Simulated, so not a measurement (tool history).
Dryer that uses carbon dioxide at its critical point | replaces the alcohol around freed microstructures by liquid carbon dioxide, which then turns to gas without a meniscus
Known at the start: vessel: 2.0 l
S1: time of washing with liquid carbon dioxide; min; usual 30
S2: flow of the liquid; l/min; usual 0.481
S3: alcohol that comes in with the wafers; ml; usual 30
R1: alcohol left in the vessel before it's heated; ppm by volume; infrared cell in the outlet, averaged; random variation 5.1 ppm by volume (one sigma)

run,hour,S1,S2,S3,R1
1,0,30,0.481,30,126
2,11.2,30,0.481,30,121
3,17.5,30,0.481,30,130
4,26,30,0.481,30,135
5,38.3,30,0.481,30,147
6,50.9,30,0.481,30,141
7,61.5,30,0.481,30,138
8,72.9,30,0.481,56,249
9,80.1,30,0.481,30,154
10,91.1,30,0.665,30,55
11,101.5,30,0.481,30,166
12,111.8,30,0.481,30,162
13,118.7,30,0.481,30,171
14,124.1,30,0.481,30,166
15,131.2,30,0.481,30,175
# hour 137.2: inlet filter changed
16,141.4,30,0.481,30,95
17,149,39,0.481,30,47
18,154.6,30,0.481,30,90
19,162.6,30,0.481,30,86
20,170.1,30,0.481,30,96
21,176.4,30,0.481,30,84
22,185.9,30,0.772,30,45
23,192.5,30,0.3,30,599
24,200.8,30,0.3,30,584
25,210.9,30,0.3,30,591
26,223.1,39,0.583,30,49
27,228.8,18,0.428,30,910
28,237.2,39,0.469,39,61
29,246.9,39,0.469,39,67
30,258.1,39,0.469,39,66
31,265,23,0.481,56,520
32,277.5,23,0.481,56,515
33,283.1,23,0.481,56,519
34,291.7,30,0.565,63,93
35,298.3,20,0.467,92,1542
36,308.2,23,0.708,43,98
37,319.5,23,0.708,43,101
38,330.5,19,0.295,44,3139
39,339.2,21,0.705,30,96
40,346,41,0.481,30,63
41,351.2,32,0.442,54,228
42,357.7,30,0.315,22,471
43,370.1,32,0.679,49,56
44,381.1,44,0.373,77,185
45,389,19,0.373,76,3434
46,400.1,41,0.328,39,262
47,411.1,41,0.319,27,230

The same runs without the tool's hidden state, with the same run-to-run variation:
The hidden state here: flow that reaches the vessel past the clogged filter, %; alcohol in the recycled carbon dioxide, ppm; drift of the gauge itself on alcohol_ppm, %.
run,R1
1,56
2,50
3,55
4,58
5,64
6,57
7,49
8,95
9,60
10,15
11,64
12,53
13,62
14,52
15,59
16,63
17,15
18,55
19,51
20,60
21,45
22,13
23,517
24,496
25,495
26,13
27,770
28,20
29,25
30,24
31,376
32,359
33,360
34,33
35,1146
36,40
37,41
38,2567
39,29
40,16
41,112
42,297
43,9
44,75
45,2479
46,123
47,103
